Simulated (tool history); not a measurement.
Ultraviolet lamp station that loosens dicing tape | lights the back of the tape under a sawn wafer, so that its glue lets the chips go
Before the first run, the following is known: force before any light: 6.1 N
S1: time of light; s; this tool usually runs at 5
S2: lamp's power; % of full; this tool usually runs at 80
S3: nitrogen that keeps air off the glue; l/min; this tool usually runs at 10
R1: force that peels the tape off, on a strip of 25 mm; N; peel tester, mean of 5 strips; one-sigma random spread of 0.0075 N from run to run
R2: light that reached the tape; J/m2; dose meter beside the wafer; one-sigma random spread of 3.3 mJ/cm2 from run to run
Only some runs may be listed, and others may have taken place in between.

{"run": 1, "hour": 0.0, "S1": 5, "S2": 80, "S3": 10, "R1": 0.313, "R2": 4870}
{"run": 2, "hour": 6.2, "S1": 5, "S2": 86, "S3": 10, "R1": 0.285, "R2": 5200}
{"run": 3, "hour": 15.6, "S1": 5, "S2": 95, "S3": 10, "R1": 0.228, "R2": 5740}
{"run": 4, "hour": 25.7, "S1": 5, "S2": 95, "S3": 10, "R1": 0.234, "R2": 5770}
{"run": 5, "hour": 34.3, "S1": 5, "S2": 85, "S3": 10, "R1": 0.286, "R2": 5120}
{"run": 6, "hour": 39.7, "S1": 5, "S2": 80, "S3": 10, "R1": 0.337, "R2": 4780}
{"run": 7, "hour": 46.0, "S1": 6, "S2": 98, "S3": 13, "R1": 0.155, "R2": 7050}
{"run": 8, "hour": 51.3, "S1": 3, "S2": 67, "S3": 5, "R1": 1.683, "R2": 2420}
{"run": 9, "hour": 58.0, "S1": 8, "S2": 69, "S3": 5, "R1": 0.3, "R2": 6540}
{"run": 10, "hour": 67.9, "S1": 2, "S2": 77, "S3": 10, "R1": 1.778, "R2": 1830}
{"run": 11, "hour": 76.5, "S1": 2, "S2": 77, "S3": 10, "R1": 1.813, "R2": 1840}

Consider 3 possible next runs. They are alternatives, not a sequence: every one starts from the tool as it was left by run 11. What does each give?
{"run": "A", "hour": 80.5, "S1": 5, "S2": 85, "S3": 9, "R1": "?", "R2": "?"}
{"run": "B", "hour": 80.5, "S1": 3, "S2": 94, "S3": 4, "R1": "?", "R2": "?"}
{"run": "C", "hour": 80.5, "S1": 5, "S2": 68, "S3": 17, "R1": "?", "R2": "?"}

run=A R1=0.330 R2=5060
run=B R1=1.268 R2=3330
run=C R1=0.353 R2=4050
Without the tool's hidden state the same runs would have given:
run=A R1=0.272 R2=5580
run=B R1=1.090 R2=3670
run=C R1=0.292 R2=4470

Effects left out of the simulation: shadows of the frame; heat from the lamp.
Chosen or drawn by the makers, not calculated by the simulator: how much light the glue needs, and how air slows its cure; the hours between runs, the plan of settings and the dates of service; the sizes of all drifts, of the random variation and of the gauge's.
